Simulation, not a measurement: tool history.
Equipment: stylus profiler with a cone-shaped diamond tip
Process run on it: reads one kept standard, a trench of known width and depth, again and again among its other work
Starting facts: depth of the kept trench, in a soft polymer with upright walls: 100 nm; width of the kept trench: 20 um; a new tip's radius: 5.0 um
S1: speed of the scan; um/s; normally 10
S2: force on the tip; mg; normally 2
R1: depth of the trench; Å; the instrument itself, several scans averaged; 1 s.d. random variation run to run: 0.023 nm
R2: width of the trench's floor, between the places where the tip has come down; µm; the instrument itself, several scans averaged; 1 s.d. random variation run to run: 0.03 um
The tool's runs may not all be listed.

run 1 hour=0 | S1=10 S2=2 | R1=1013.3 R2=17.16
run 2 hour=19.4 | S1=15 S2=2 | R1=1013.8 R2=17.14
run 3 hour=36.5 | S1=15 S2=2.54 | R1=1015.5 R2=17.11
run 4 hour=55.6 | S1=35 S2=2.54 | R1=1015.6 R2=17
run 5 hour=73.7 | S1=10 S2=2 | R1=1013.9 R2=17.11
run 6 hour=88.7 | S1=10 S2=2 | R1=1013.5 R2=17.09
run 7 hour=104.2 | S1=10 S2=2 | R1=1013.3 R2=17.13
run 8 hour=122.2 | S1=10 S2=2 | R1=1013.3 R2=17.13
run 9 hour=138.6 | S1=6 S2=0.68 | R1=1007.4 R2=17.07
run 10 hour=150.9 | S1=4 S2=5.37 | R1=1024.7 R2=17.13
run 11 hour=162.7 | S1=4 S2=5.37 | R1=1024.2 R2=17.12
run 12 hour=183.4 | S1=3 S2=4.83 | R1=1022.9 R2=17.09
run 13 hour=202.9 | S1=2 S2=4.77 | R1=1022.6 R2=17.07
run 14 hour=214.6 | S1=4 S2=1.34 | R1=1010.9 R2=17.06
run 15 hour=235.4 | S1=4 S2=1.34 | R1=1011 R2=17.04

Here are 5 independent what-if runs from the current tool condition. What would each one return?
run A hour=253.5 | S1=12 S2=1.26 | R1=? R2=?
run B hour=253.5 | S1=4 S2=3.72 | R1=? R2=?
run C hour=253.5 | S1=7 S2=1.65 | R1=? R2=?
run D hour=253.5 | S1=17 S2=2.35 | R1=? R2=?
run E hour=253.5 | S1=2 S2=0.67 | R1=? R2=?

run=A R1=1010.6 R2=16.92
run=B R1=1019.6 R2=17.06
run=C R1=1012.3 R2=17.04
run=D R1=1014.9 R2=16.98
run=E R1=1007.6 R2=17.05
Without the tool's hidden state the same runs would have given:
run=A R1=1008.5 R2=17.85
run=B R1=1017.5 R2=17.99
run=C R1=1010.2 R2=17.97
run=D R1=1012.8 R2=17.92
run=E R1=1005.5 R2=17.98
